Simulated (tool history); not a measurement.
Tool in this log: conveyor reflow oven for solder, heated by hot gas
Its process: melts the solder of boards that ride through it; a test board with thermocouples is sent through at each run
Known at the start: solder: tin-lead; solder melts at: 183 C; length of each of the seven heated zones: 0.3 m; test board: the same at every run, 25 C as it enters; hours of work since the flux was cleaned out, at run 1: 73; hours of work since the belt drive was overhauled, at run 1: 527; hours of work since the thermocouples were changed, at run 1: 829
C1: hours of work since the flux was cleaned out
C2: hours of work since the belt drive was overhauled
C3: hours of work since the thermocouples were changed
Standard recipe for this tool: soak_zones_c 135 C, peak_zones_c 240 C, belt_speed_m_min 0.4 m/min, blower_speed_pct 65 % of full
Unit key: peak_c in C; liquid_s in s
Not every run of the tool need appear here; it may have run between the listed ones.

run 1 hour=0 | soak_zones_c=135 peak_zones_c=240 belt_speed_m_min=0.4 blower_speed_pct=65 | C1=73 C2=527 C3=829 | peak_c=223.6 liquid_s=72.3
run 2 hour=23 | soak_zones_c=135 peak_zones_c=240 belt_speed_m_min=0.4 blower_speed_pct=65 | C1=91 C2=545 C3=847 | peak_c=222.5 liquid_s=72.4
run 3 hour=42.7 | soak_zones_c=135 peak_zones_c=240 belt_speed_m_min=0.4 blower_speed_pct=65 | C1=107 C2=560 C3=862 | peak_c=222.3 liquid_s=72.9
run 4 hour=58.1 | soak_zones_c=135 peak_zones_c=240 belt_speed_m_min=0.4 blower_speed_pct=65 | C1=119 C2=572 C3=874 | peak_c=222.7 liquid_s=72.5
run 5 hour=76.4 | soak_zones_c=140 peak_zones_c=240 belt_speed_m_min=0.4 blower_speed_pct=65 | C1=133 C2=586 C3=888 | peak_c=222.4 liquid_s=74.3
run 6 hour=96.9 | soak_zones_c=140 peak_zones_c=240 belt_speed_m_min=0.4 blower_speed_pct=65 | C1=149 C2=602 C3=905 | peak_c=222.8 liquid_s=75
run 7 hour=116.2 | soak_zones_c=140 peak_zones_c=240 belt_speed_m_min=0.4 blower_speed_pct=65 | C1=164 C2=617 C3=920 | peak_c=222.7 liquid_s=74.1
run 8 hour=131.1 | soak_zones_c=140 peak_zones_c=240 belt_speed_m_min=0.4 blower_speed_pct=65 | C1=176 C2=629 C3=931 | peak_c=223.2 liquid_s=74.5
run 9 hour=146 | soak_zones_c=140 peak_zones_c=240 belt_speed_m_min=0.4 blower_speed_pct=65 | C1=187 C2=641 C3=943 | peak_c=221.9 liquid_s=73.6
run 10 hour=160 | soak_zones_c=140 peak_zones_c=240 belt_speed_m_min=0.4 blower_speed_pct=65 | C1=198 C2=652 C3=954 | peak_c=223.5 liquid_s=74
run 11 hour=176.5 | soak_zones_c=141 peak_zones_c=240 belt_speed_m_min=0.4 blower_speed_pct=65 | C1=211 C2=665 C3=967 | peak_c=223.3 liquid_s=73.6
run 12 hour=196.3 | soak_zones_c=141 peak_zones_c=240 belt_speed_m_min=0.4 blower_speed_pct=65 | C1=227 C2=680 C3=982 | peak_c=222.2 liquid_s=74.6
-- hour=213.8 flux residue cleaned out of gas plates and filters
run 13 hour=221.5 | soak_zones_c=141 peak_zones_c=240 belt_speed_m_min=0.4 blower_speed_pct=65 | C1=6 C2=696 C3=998 | peak_c=224.3 liquid_s=75.6
run 14 hour=232.3 | soak_zones_c=141 peak_zones_c=240 belt_speed_m_min=0.4 blower_speed_pct=65 | C1=14 C2=704 C3=1006 | peak_c=224.5 liquid_s=75.9
run 15 hour=245.9 | soak_zones_c=141 peak_zones_c=240 belt_speed_m_min=0.4 blower_speed_pct=63 | C1=25 C2=715 C3=1017 | peak_c=222.9 liquid_s=75.8
run 16 hour=267.5 | soak_zones_c=135 peak_zones_c=229 belt_speed_m_min=0.4 blower_speed_pct=83 | C1=42 C2=732 C3=1034 | peak_c=215.2 liquid_s=68.1
run 17 hour=286.8 | soak_zones_c=135 peak_zones_c=229 belt_speed_m_min=0.4 blower_speed_pct=83 | C1=57 C2=747 C3=1049 | peak_c=215.9 liquid_s=67.5
run 18 hour=308.4 | soak_zones_c=138 peak_zones_c=251 belt_speed_m_min=0.412 blower_speed_pct=57 | C1=74 C2=764 C3=1066 | peak_c=230 liquid_s=76.2
run 19 hour=330.1 | soak_zones_c=125 peak_zones_c=248 belt_speed_m_min=0.364 blower_speed_pct=65 | C1=91 C2=781 C3=1083 | peak_c=231.1 liquid_s=83.4
run 20 hour=351.7 | soak_zones_c=125 peak_zones_c=248 belt_speed_m_min=0.364 blower_speed_pct=65 | C1=108 C2=797 C3=1100 | peak_c=231.5 liquid_s=82.6
run 21 hour=371.5 | soak_zones_c=126 peak_zones_c=230 belt_speed_m_min=0.347 blower_speed_pct=77 | C1=123 C2=813 C3=1115 | peak_c=217.9 liquid_s=78
run 22 hour=394.7 | soak_zones_c=126 peak_zones_c=230 belt_speed_m_min=0.347 blower_speed_pct=77 | C1=141 C2=831 C3=1133 | peak_c=218.2 liquid_s=76.7
run 23 hour=417.8 | soak_zones_c=135 peak_zones_c=240 belt_speed_m_min=0.4 blower_speed_pct=79 | C1=159 C2=849 C3=1151 | peak_c=224.6 liquid_s=74.4
run 24 hour=434.6 | soak_zones_c=143 peak_zones_c=238 belt_speed_m_min=0.467 blower_speed_pct=65 | C1=172 C2=862 C3=1164 | peak_c=216.4 liquid_s=59.7
run 25 hour=457.6 | soak_zones_c=135 peak_zones_c=240 belt_speed_m_min=0.408 blower_speed_pct=57 | C1=190 C2=880 C3=1182 | peak_c=218.8 liquid_s=67.1
run 26 hour=475.8 | soak_zones_c=120 peak_zones_c=241 belt_speed_m_min=0.342 blower_speed_pct=57 | C1=205 C2=894 C3=1196 | peak_c=222.9 liquid_s=80.4
run 27 hour=491.1 | soak_zones_c=120 peak_zones_c=241 belt_speed_m_min=0.342 blower_speed_pct=57 | C1=217 C2=906 C3=1208 | peak_c=223.1 liquid_s=79.5
run 28 hour=502 | soak_zones_c=135 peak_zones_c=240 belt_speed_m_min=0.395 blower_speed_pct=90 | C1=225 C2=915 C3=1217 | peak_c=225.1 liquid_s=76.8
-- hour=521.3 flux residue cleaned out of gas plates and filters
run 29 hour=523.8 | soak_zones_c=135 peak_zones_c=240 belt_speed_m_min=0.355 blower_speed_pct=65 | C1=2 C2=928 C3=1230 | peak_c=226.6 liquid_s=86.7
run 30 hour=545 | soak_zones_c=135 peak_zones_c=240 belt_speed_m_min=0.355 blower_speed_pct=65 | C1=19 C2=944 C3=1247 | peak_c=226 liquid_s=86.6

Branching from run 30: 3 alternative next runs. What would each branch give?
run A hour=562.9 | soak_zones_c=124 peak_zones_c=242 belt_speed_m_min=0.355 blower_speed_pct=61 | C1=32 C2=958 C3=1260 | peak_c=? liquid_s=?
run B hour=562.9 | soak_zones_c=145 peak_zones_c=245 belt_speed_m_min=0.33 blower_speed_pct=65 | C1=32 C2=958 C3=1260 | peak_c=? liquid_s=?
run C hour=562.9 | soak_zones_c=135 peak_zones_c=240 belt_speed_m_min=0.414 blower_speed_pct=65 | C1=32 C2=958 C3=1260 | peak_c=? liquid_s=?

run=A peak_c=225 liquid_s=81.1
run=B peak_c=233.5 liquid_s=102.9
run=C peak_c=221.9 liquid_s=69.8
The same runs, with their run-to-run variation unchanged, on a tool lacking any hidden condition would have given:
run=A peak_c=228 liquid_s=81.5
run=B peak_c=236.5 liquid_s=102.5
run=C peak_c=224.7 liquid_s=70.3
